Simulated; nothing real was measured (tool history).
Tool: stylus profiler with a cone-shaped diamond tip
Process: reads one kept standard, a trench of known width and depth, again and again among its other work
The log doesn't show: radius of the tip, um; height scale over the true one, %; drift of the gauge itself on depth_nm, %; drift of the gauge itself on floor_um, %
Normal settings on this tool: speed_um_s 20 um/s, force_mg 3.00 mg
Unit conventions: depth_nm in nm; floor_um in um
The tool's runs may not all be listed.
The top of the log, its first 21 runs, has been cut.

run     day  speed_um_s  force_mg  scans with this tip  hours of work since the height scale was calibrated  depth_nm  floor_um
 22  15.171          42      4.65                 1828                                                  216    205.19     47.81
 23  15.788          11      1.22                 1881                                                  222    202.21     47.72
 24  16.400          11      1.22                 1933                                                  228    202.24     47.79
 25  16.896          21      4.02                 1976                                                  233    204.87     47.78
 26  17.662          21      4.02                 2042                                                  241    204.85     47.75
 27  18.650           6      5.18                 2126                                                  251    205.59     47.82
 28  19.233           6      5.18                 2176                                                  257    205.71     47.72
 29  19.896           6      5.18                 2233                                                  264    205.75     47.78
 30  20.429           6      4.44                 2279                                                  269    205.11     47.77
 31  21.117           6      4.44                 2338                                                  276    205.10     47.73
 32  22.088           5      1.30                 2421                                                  286    202.39     47.66
 33  22.938           5      1.30                 2493                                                  295    202.47     47.68
 34  23.508          51      1.67                 2542                                                  300    202.85     47.60

4 options for the next run, each taken on its own from the tool as it stands now. Forecast them:
  A  23.938          18      6.28                 2579                                                  305         ?         ?
  B  23.938          45      3.00                 2579                                                  305         ?         ?
  C  23.938          12      7.97                 2579                                                  305         ?         ?
  D  23.938          19      1.36                 2579                                                  305         ?         ?

run  depth_nm  floor_um
  A    206.55     47.65
  B    204.10     47.59
  C    207.61     47.66
  D    202.42     47.68
Without the tool's hidden state the same runs would have given:
run  depth_nm  floor_um
  A    206.38     47.98
  B    203.93     47.92
  C    207.44     47.98
  D    202.26     48.01
